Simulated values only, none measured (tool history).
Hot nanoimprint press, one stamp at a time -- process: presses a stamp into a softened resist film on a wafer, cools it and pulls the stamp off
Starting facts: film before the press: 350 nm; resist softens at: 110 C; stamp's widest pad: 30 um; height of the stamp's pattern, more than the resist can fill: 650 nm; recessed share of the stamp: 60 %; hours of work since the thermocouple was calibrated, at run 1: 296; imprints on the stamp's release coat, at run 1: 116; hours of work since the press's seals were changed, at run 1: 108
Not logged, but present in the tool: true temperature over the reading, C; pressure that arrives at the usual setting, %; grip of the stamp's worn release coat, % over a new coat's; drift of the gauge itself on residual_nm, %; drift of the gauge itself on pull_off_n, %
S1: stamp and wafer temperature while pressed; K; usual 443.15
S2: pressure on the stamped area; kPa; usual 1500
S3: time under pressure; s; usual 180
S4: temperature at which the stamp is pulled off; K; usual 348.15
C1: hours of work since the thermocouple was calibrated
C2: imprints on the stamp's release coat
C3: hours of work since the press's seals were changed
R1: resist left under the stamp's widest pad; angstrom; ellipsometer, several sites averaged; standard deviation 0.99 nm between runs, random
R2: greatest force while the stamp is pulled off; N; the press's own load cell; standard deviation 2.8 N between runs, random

run	hour	S1	S2	S3	S4	C1	C2	C3	R1	R2
1	0.0	443.15	1500	180	348.15	296	116	108	1397	128
2	10.5	443.15	1500	180	340.15	304	142	115	1380	148
3	21.7	452.15	1500	180	348.15	313	171	124	874	132
4	31.1	452.15	1500	180	348.15	320	195	131	863	127
5	41.1	443.15	2060	180	348.15	327	221	139	1153	129
6	46.5	443.15	2060	180	348.15	331	234	143	1144	126
7	56.3	443.15	2060	180	348.15	339	259	150	1168	132
8	67.8	443.15	2060	180	348.15	347	289	159	1170	125
9	76.8	443.15	2060	180	348.15	354	312	165	1127	128
10	85.8	443.15	2060	180	348.15	361	335	172	1141	134
11	95.9	443.15	1160	180	348.15	369	361	180	1568	134
# hour 100.0: plate thermocouple calibrated
12	109.2	443.15	1160	180	348.15	7	387	187	1548	126
13	121.7	443.15	1160	180	348.15	16	419	197	1541	135
14	128.0	443.15	1160	180	348.15	21	435	202	1555	134
# hour 141.6: plate thermocouple calibrated, once more
15	143.3	443.15	1160	180	348.15	1	466	211	1641	131
16	148.6	431.15	1160	180	335.15	5	480	215	2797	163
17	154.4	431.15	1160	180	335.15	10	495	219	2804	170
18	163.1	445.15	930	101	335.15	16	517	226	1980	166
19	171.7	445.15	930	101	335.15	23	539	232	2035	159
20	178.1	450.15	2030	97	352.15	27	555	237	1069	124
21	187.7	450.15	2030	97	352.15	35	580	244	1048	124
22	195.8	451.15	1500	180	348.15	41	601	250	936	142
23	203.8	455.15	1500	149	355.15	47	621	256	840	122
24	209.6	443.15	1500	180	356.15	51	636	261	1436	124
25	219.4	443.15	1410	180	348.15	59	661	268	1491	135
26	230.7	443.15	2150	192	348.15	67	690	277	1152	131
27	241.8	445.15	1710	192	348.15	75	718	285	1160	140

Run 28 has not been measured yet. What should we expect?
28	250.6	443.15	1840	95	352.15	82	741	292	?	?

{"run 28": {"R1": 1603, "R2": 129}}
Had the tool carried no hidden state, the very same run would have given R1 1595 angstrom, R2 122 N.

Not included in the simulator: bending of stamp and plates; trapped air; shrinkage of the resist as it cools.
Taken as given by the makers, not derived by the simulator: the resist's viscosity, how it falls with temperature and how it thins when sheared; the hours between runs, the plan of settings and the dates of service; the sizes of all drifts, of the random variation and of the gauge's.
